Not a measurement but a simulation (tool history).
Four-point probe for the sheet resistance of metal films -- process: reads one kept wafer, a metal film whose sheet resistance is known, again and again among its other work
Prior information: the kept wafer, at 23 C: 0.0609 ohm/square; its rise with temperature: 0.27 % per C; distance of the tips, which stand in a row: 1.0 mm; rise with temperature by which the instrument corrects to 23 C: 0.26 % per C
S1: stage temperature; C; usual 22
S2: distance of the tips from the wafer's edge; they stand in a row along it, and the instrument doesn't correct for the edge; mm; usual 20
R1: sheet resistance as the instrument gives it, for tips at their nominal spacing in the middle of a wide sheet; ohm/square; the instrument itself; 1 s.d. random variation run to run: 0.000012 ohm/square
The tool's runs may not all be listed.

| run | day | S1 | S2 | R1 |
|---|---|---|---|---|
| 1 | 0.000 | 22 | 20 | 0.060625 |
| 2 | 2.192 | 22 | 20 | 0.060629 |
| 3 | 3.221 | 22 | 20 | 0.060610 |
| 4 | 5.358 | 22 | 20 | 0.060599 |
| 5 | 7.179 | 22 | 20 | 0.060577 |
| 6 | 8.579 | 22 | 20 | 0.060584 |
| 7 | 9.879 | 22 | 8 | 0.060985 |
| 8 | 11.046 | 22 | 55 | 0.060501 |
| 9 | 12.021 | 22 | 47 | 0.060496 |
| 10 | 13.912 | 30 | 23 | 0.060570 |
| 11 | 15.029 | 34 | 14 | 0.060717 |
| 12 | 16.317 | 25 | 5 | 0.061741 |
| 13 | 17.300 | 28 | 28 | 0.060540 |
| 14 | 18.429 | 28 | 28 | 0.060527 |
| 15 | 19.721 | 33 | 28 | 0.060563 |
| 16 | 21.221 | 21 | 9 | 0.060838 |
| 17 | 23.008 | 34 | 47 | 0.060491 |
| 18 | 24.771 | 33 | 40 | 0.060507 |

Below are 3 alternative next runs, each starting from the tool's condition after run 18. Predict each:
| A | 26.325 | 30 | 3 | ? |
| B | 26.325 | 31 | 20 | ? |
| C | 26.325 | 28 | 8 | ? |

| run | R1 |
|---|---|
| A | 0.063871 |
| B | 0.060529 |
| C | 0.060943 |
Without the tool's hidden state the same runs would have given:
| run | R1 |
|---|---|
| A | 0.064387 |
| B | 0.061019 |
| C | 0.061437 |
